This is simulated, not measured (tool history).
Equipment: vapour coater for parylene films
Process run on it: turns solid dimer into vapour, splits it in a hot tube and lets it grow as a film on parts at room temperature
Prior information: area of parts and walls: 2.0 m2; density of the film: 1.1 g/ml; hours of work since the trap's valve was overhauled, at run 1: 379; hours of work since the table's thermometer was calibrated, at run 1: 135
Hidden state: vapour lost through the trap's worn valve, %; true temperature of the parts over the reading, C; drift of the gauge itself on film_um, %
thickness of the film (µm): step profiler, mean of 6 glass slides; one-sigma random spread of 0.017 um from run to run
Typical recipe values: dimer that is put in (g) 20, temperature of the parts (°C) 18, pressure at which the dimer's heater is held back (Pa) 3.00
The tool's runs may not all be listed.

run   hour  dimer that is put in (g)  temperature of the parts (°C)  pressure at which the dimer's heater is held back (Pa)  hours of work since the trap's valve was overhauled  hours of work since the table's thermometer was calibrated  thickness of the film (µm)
  1    0.0                        20                             18                                                    3.00                                                  379                                                         135                        5.68
  2   19.1                        20                             18                                                    3.00                                                  395                                                         152                        5.66
  3   31.1                        20                             18                                                    3.00                                                  406                                                         162                        5.66
  4   47.9                        20                             18                                                    3.00                                                  420                                                         177                        5.67
  5   64.7                        20                             18                                                    3.00                                                  435                                                         191                        5.66
      78.4  -- trap's valve overhauled
  6   82.1                        20                             18                                                    3.00                                                    3                                                         203                        5.95
  7   91.4                        20                             18                                                    3.00                                                   11                                                         211                        5.92
  8  102.4                        20                             18                                                    3.00                                                   21                                                         220                        5.96
  9  118.0                        13                             18                                                    3.00                                                   34                                                         234                        3.84
 10  126.2                        13                             18                                                    3.00                                                   41                                                         241                        3.84
 11  136.7                        20                             18                                                    3.00                                                   50                                                         250                        5.93
 12  147.5                        20                             14                                                    3.00                                                   59                                                         259                        6.49
 13  161.2                        20                             18                                                    9.83                                                   71                                                         271                        5.19
 14  169.7                        20                             20                                                    3.00                                                   79                                                         278                        5.65
 15  187.6                        20                             20                                                    3.00                                                   94                                                         293                        5.62
 16  204.6                        23                             20                                                    5.67                                                  109                                                         308                        6.03
 17  212.5                        33                             29                                                    2.18                                                  115                                                         315                        7.72
 18  229.9                        12                             18                                                    3.00                                                  130                                                         330                        3.51
 19  241.2                        24                             18                                                    5.48                                                  140                                                         340                        6.62
 20  256.1                        29                             10                                                    3.89                                                  153                                                         352                       10.05
 21  273.0                        29                             10                                                    3.89                                                  167                                                         367                       10.05
 22  282.0                        12                             18                                                    3.00                                                  175                                                         375                        3.51
 23  296.2                        12                             18                                                    3.00                                                  187                                                         387                        3.50
 24  310.4                        12                             18                                                    3.00                                                  200                                                         399                        3.49
 25  329.1                        12                             18                                                    3.00                                                  216                                                         415                        3.50
 26  344.4                        19                             18                                                    2.11                                                  229                                                         428                        5.75
 27  354.7                        20                             23                                                    8.95                                                  238                                                         437                        4.60

How would selected steps in thickness of the film (µm) from run to run divide? Give the signed amount a tool lacking its hidden state would still show from settings, what came in and random variation, and the signed amount left for the hidden state, including any gauge scatter that is not in both of the compared results.
Run 5 -> 6: trap's valve overhauled. thickness of the film (µm) +0.29: hidden state +0.30, all else -0.01.
Run 17 -> 18: dimer that is put in (g) 33 -> 12, temperature of the parts (°C) 29 -> 18, pressure at which the dimer's heater is held back (Pa) 2.18 -> 3.00. thickness of the film (µm) -4.21: hidden state +0.04, all else -4.25.
Run 21 -> 22: dimer that is put in (g) 29 -> 12, temperature of the parts (°C) 10 -> 18, pressure at which the dimer's heater is held back (Pa) 3.89 -> 3.00. thickness of the film (µm) -6.54: hidden state +0.09, all else -6.63.

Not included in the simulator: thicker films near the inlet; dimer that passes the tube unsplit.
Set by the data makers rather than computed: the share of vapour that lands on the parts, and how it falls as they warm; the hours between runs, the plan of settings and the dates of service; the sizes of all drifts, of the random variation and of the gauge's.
